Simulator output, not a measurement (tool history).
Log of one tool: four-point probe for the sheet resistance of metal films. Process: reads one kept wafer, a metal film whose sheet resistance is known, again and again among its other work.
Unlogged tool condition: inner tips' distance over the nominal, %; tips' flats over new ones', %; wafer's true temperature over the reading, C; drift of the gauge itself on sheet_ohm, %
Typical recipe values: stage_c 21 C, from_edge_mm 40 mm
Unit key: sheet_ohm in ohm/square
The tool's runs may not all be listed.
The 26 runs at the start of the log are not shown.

run	hour	stage_c	from_edge_mm	touches since the probe head was changed	hours of work since the stage's thermometer was calibrated	sheet_ohm
# hour 315: stage's thermometer calibrated
27	322.5	25	7	37990	3	0.186486
28	338.2	19	23	38306	11	0.184568
29	350	21	12	38544	16	0.185089
30	365.3	21	8	38852	23	0.186051
31	382	21	5	39188	31	0.18832
# hour 390.5: stage's thermometer calibrated, once more
32	400.8	29	20	39554	5	0.184804
33	412	29	20	39781	10	0.184747
34	423.5	25	40	40012	15	0.184583
35	441.2	22	43	40366	23	0.184502
36	458.5	20	11	40716	32	0.185298
37	473.8	26	5	41022	39	0.188387
38	485.8	26	5	41263	44	0.188333
39	501.5	21	3	41579	51	0.194836
40	513.9	31	4	41829	57	0.19048
41	523.2	28	6	42016	61	0.18722
42	532.2	18	51	42197	66	0.184432
43	543	30	3	42413	71	0.194879
44	560.4	32	9	42764	79	0.185661
45	571.1	23	24	42979	84	0.184608

4 options for the next run, each taken on its own from the tool as it stands now. Forecast them:
A	588.3	29	16	43325	92	?
B	588.3	24	17	43325	92	?
C	588.3	20	40	43325	92	?
D	588.3	23	60	43325	92	?

run	sheet_ohm
A	0.184889
B	0.184705
C	0.184444
D	0.184425
Without the tool's hidden state the same runs would have given:
run	sheet_ohm
A	0.186266
B	0.186082
C	0.18582
D	0.1858

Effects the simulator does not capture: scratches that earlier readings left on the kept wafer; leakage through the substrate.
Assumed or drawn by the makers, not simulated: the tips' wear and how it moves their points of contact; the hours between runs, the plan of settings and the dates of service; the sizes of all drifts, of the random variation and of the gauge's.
